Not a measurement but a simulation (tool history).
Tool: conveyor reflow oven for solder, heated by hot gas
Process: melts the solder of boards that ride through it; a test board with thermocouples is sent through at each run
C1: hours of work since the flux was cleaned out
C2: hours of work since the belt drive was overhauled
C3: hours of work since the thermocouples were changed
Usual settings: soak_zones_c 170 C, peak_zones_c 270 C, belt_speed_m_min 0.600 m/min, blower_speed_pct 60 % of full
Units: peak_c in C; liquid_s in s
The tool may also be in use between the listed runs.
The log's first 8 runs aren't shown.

run 9 hour=136.1 | soak_zones_c=170 peak_zones_c=263 belt_speed_m_min=0.600 blower_speed_pct=60 | C1=59 C2=446 C3=314 | peak_c=238.1 liquid_s=41.9
run 10 hour=157.3 | soak_zones_c=170 peak_zones_c=263 belt_speed_m_min=0.600 blower_speed_pct=60 | C1=70 C2=457 C3=325 | peak_c=238.1 liquid_s=41.8
-- hour=164.6 flux residue cleaned out of gas plates and filters, once more
run 11 hour=180.9 | soak_zones_c=170 peak_zones_c=270 belt_speed_m_min=0.600 blower_speed_pct=60 | C1=9 C2=466 C3=335 | peak_c=249.7 liquid_s=55.1
run 12 hour=200.6 | soak_zones_c=170 peak_zones_c=270 belt_speed_m_min=0.600 blower_speed_pct=60 | C1=19 C2=477 C3=345 | peak_c=249.4 liquid_s=55.0
run 13 hour=223.1 | soak_zones_c=170 peak_zones_c=258 belt_speed_m_min=0.600 blower_speed_pct=60 | C1=31 C2=489 C3=357 | peak_c=239.2 liquid_s=45.5
run 14 hour=234.2 | soak_zones_c=170 peak_zones_c=261 belt_speed_m_min=0.600 blower_speed_pct=60 | C1=36 C2=494 C3=363 | peak_c=241.9 liquid_s=47.7
run 15 hour=252.1 | soak_zones_c=166 peak_zones_c=261 belt_speed_m_min=0.600 blower_speed_pct=60 | C1=46 C2=504 C3=372 | peak_c=240.9 liquid_s=45.4
run 16 hour=265.5 | soak_zones_c=166 peak_zones_c=281 belt_speed_m_min=0.609 blower_speed_pct=60 | C1=53 C2=511 C3=379 | peak_c=256.9 liquid_s=58.4
run 17 hour=276.6 | soak_zones_c=183 peak_zones_c=260 belt_speed_m_min=0.718 blower_speed_pct=60 | C1=59 C2=517 C3=385 | peak_c=237.5 liquid_s=37.8
run 18 hour=300.5 | soak_zones_c=178 peak_zones_c=263 belt_speed_m_min=0.658 blower_speed_pct=60 | C1=71 C2=529 C3=398 | peak_c=241.5 liquid_s=45.0
run 19 hour=321.9 | soak_zones_c=160 peak_zones_c=268 belt_speed_m_min=0.658 blower_speed_pct=60 | C1=82 C2=540 C3=409 | peak_c=240.9 liquid_s=38.9
run 20 hour=340.6 | soak_zones_c=170 peak_zones_c=280 belt_speed_m_min=0.611 blower_speed_pct=60 | C1=92 C2=550 C3=419 | peak_c=256.4 liquid_s=59.1
run 21 hour=363.9 | soak_zones_c=180 peak_zones_c=262 belt_speed_m_min=0.607 blower_speed_pct=58 | C1=104 C2=562 C3=431 | peak_c=243.5 liquid_s=52.3
run 22 hour=376.3 | soak_zones_c=180 peak_zones_c=262 belt_speed_m_min=0.630 blower_speed_pct=73 | C1=111 C2=569 C3=437 | peak_c=245.2 liquid_s=52.8
run 23 hour=391.2 | soak_zones_c=180 peak_zones_c=262 belt_speed_m_min=0.630 blower_speed_pct=73 | C1=119 C2=577 C3=445 | peak_c=244.9 liquid_s=52.6
run 24 hour=404.4 | soak_zones_c=180 peak_zones_c=262 belt_speed_m_min=0.630 blower_speed_pct=73 | C1=125 C2=583 C3=452 | peak_c=245.0 liquid_s=52.7
run 25 hour=422.3 | soak_zones_c=170 peak_zones_c=270 belt_speed_m_min=0.526 blower_speed_pct=82 | C1=135 C2=593 C3=461 | peak_c=257.0 liquid_s=71.4
run 26 hour=436.1 | soak_zones_c=158 peak_zones_c=260 belt_speed_m_min=0.540 blower_speed_pct=83 | C1=142 C2=600 C3=469 | peak_c=245.6 liquid_s=55.6
run 27 hour=454.8 | soak_zones_c=158 peak_zones_c=260 belt_speed_m_min=0.540 blower_speed_pct=83 | C1=152 C2=610 C3=478 | peak_c=245.5 liquid_s=55.6
run 28 hour=467.3 | soak_zones_c=158 peak_zones_c=260 belt_speed_m_min=0.540 blower_speed_pct=83 | C1=158 C2=616 C3=485 | peak_c=245.4 liquid_s=55.5

The next listed run, before its measurement:
run 29 hour=486.2 | soak_zones_c=158 peak_zones_c=260 belt_speed_m_min=0.688 blower_speed_pct=68 | C1=168 C2=626 C3=495 | peak_c=? liquid_s=?

{"run 29": {"peak_c": 233.1, "liquid_s": 28.0}}
Without the tool's hidden state the same run would have given peak_c 234.5 C, liquid_s 30.1 s.

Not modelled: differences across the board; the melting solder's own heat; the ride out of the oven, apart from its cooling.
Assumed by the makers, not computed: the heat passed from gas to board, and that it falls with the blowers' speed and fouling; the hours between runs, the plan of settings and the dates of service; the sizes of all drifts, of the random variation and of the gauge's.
